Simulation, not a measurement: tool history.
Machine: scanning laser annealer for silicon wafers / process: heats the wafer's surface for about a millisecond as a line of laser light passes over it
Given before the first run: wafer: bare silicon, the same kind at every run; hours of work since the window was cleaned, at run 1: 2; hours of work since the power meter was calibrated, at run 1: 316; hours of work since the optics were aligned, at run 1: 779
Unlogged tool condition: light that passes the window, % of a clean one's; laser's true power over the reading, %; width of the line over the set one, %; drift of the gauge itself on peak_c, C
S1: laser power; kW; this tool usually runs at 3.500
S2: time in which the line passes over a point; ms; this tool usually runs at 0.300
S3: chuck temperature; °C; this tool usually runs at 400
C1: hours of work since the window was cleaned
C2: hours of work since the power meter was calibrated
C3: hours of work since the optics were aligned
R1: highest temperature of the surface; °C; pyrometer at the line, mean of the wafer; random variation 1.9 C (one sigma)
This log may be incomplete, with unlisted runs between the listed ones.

run	day	S1	S2	S3	C1	C2	C3	R1
1	0.000	3.500	0.300	400	2	316	779	1191
2	0.658	3.500	0.300	400	12	326	789	1190
3	1.267	3.500	0.300	400	22	336	798	1184
4	1.954	3.500	0.300	400	33	347	809	1189
5	2.588	3.500	0.300	400	43	357	819	1189
6	3.425	3.500	0.287	400	56	370	832	1175
7	4.133	3.500	0.300	408	67	381	843	1197
8	4.842	3.080	0.300	400	78	392	855	1075
9	5.354	3.080	0.300	400	86	400	863	1075
10	5.829	3.080	0.300	400	94	408	870	1073
11	6.508	3.500	0.300	400	104	418	881	1184
12	7.054	3.500	0.300	400	113	427	889	1185
13	7.675	3.500	0.299	380	122	436	899	1161
# day 7.871: laser's power meter calibrated
14	8.683	3.500	0.375	424	136	13	913	1287
15	9.650	3.500	0.375	424	151	28	928	1286
16	10.171	3.197	0.295	400	160	36	936	1099
# day 10.446: laser's power meter calibrated, once more
17	10.808	3.672	0.300	400	168	6	944	1225
18	11.704	3.697	0.292	421	182	20	958	1245
19	12.462	3.730	0.318	400	194	32	970	1258
# day 13.629: optics aligned, line set to its width
20	13.658	3.736	0.314	383	209	47	0	1251
21	14.238	3.795	0.347	428	218	56	10	1351

Alternative continuations, all from the tool just after run 21; predict every row:
A	15.217	3.677	0.300	400	234	72	25	?
B	15.217	3.701	0.278	400	234	72	25	?
C	15.217	2.978	0.228	438	234	72	25	?

run	R1
A	1237
B	1213
C	1018
Had the tool no hidden state, the same runs would have come out as:
run	R1
A	1249
B	1225
C	1026

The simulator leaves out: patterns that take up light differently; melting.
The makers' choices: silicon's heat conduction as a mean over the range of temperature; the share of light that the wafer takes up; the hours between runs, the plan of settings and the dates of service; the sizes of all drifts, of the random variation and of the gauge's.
